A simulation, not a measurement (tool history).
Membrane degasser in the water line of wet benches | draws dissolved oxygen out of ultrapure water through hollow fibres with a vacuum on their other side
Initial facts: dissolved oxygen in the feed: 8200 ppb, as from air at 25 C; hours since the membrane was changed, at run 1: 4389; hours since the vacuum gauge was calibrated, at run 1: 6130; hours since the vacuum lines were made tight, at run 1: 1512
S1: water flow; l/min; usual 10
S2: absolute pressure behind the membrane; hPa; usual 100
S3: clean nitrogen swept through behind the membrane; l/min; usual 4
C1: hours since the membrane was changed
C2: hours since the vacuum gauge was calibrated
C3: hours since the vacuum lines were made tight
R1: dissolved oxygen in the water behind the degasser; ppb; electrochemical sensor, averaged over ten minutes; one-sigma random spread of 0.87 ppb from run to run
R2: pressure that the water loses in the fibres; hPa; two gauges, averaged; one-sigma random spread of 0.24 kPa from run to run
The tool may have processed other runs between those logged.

run,hour,S1,S2,S3,C1,C2,C3,R1,R2
1,0,10,100,4,4389,6130,1512,90.9,632.6
2,89.5,10,100,4,4478,6219,1601,88.4,629.4
3,171.3,10,100,4,4560,6301,1683,90.9,629
4,277.3,10,100,4,4666,6407,1789,90.7,630.6
5,377.2,10,100,4,4766,6507,1889,89.5,629.6
6,456.7,10,100,4,4845,6587,1968,89.6,628.1
7,516.1,10,100,4,4905,6646,2028,90,628.4
# hour 528.3: vacuum gauge calibrated
8,620.7,10,100,10.73,5009,92,2132,63.2,630.1
9,706.8,10,139,1.68,5095,179,2218,208.9,631.5
10,779.3,9,139,11.04,5168,251,2291,61,570.9
11,904.3,6,110,3.42,5293,376,2416,53.1,380.9
12,996.3,7,102,3.02,5385,468,2508,66.1,444.9
13,1126.9,7,127,3.57,5515,599,2638,72,440.2
# hour 1171.6: vacuum gauge calibrated, once more
14,1254.3,12,211,1.9,5642,83,2765,333.6,758.3
15,1352.7,9,67,1.9,5740,181,2864,81.7,571.5
16,1430,9,230,5.33,5818,258,2941,123.7,571.3

Each row is a separate what-if for the run after 16, all from the same tool condition, not one after another. Results?
A,1501.7,7,165,1.88,5889,330,3012,?,?
B,1501.7,7,107,8.37,5889,330,3012,?,?
C,1501.7,10,82,2.94,5889,330,3012,?,?
D,1501.7,12,66,5.33,5889,330,3012,?,?
E,1501.7,9,100,4,5889,330,3012,?,?

run,R1,R2
A,150.2,446
B,39.2,444.3
C,90.8,634.6
D,87.2,763.7
E,79,570.3
Take away the tool's hidden state, keep each run's random variation, and the runs would have read:
run,R1,R2
A,140.1,431
B,34.1,429.3
C,81.3,613.2
D,76.1,738.1
E,70.7,551.1
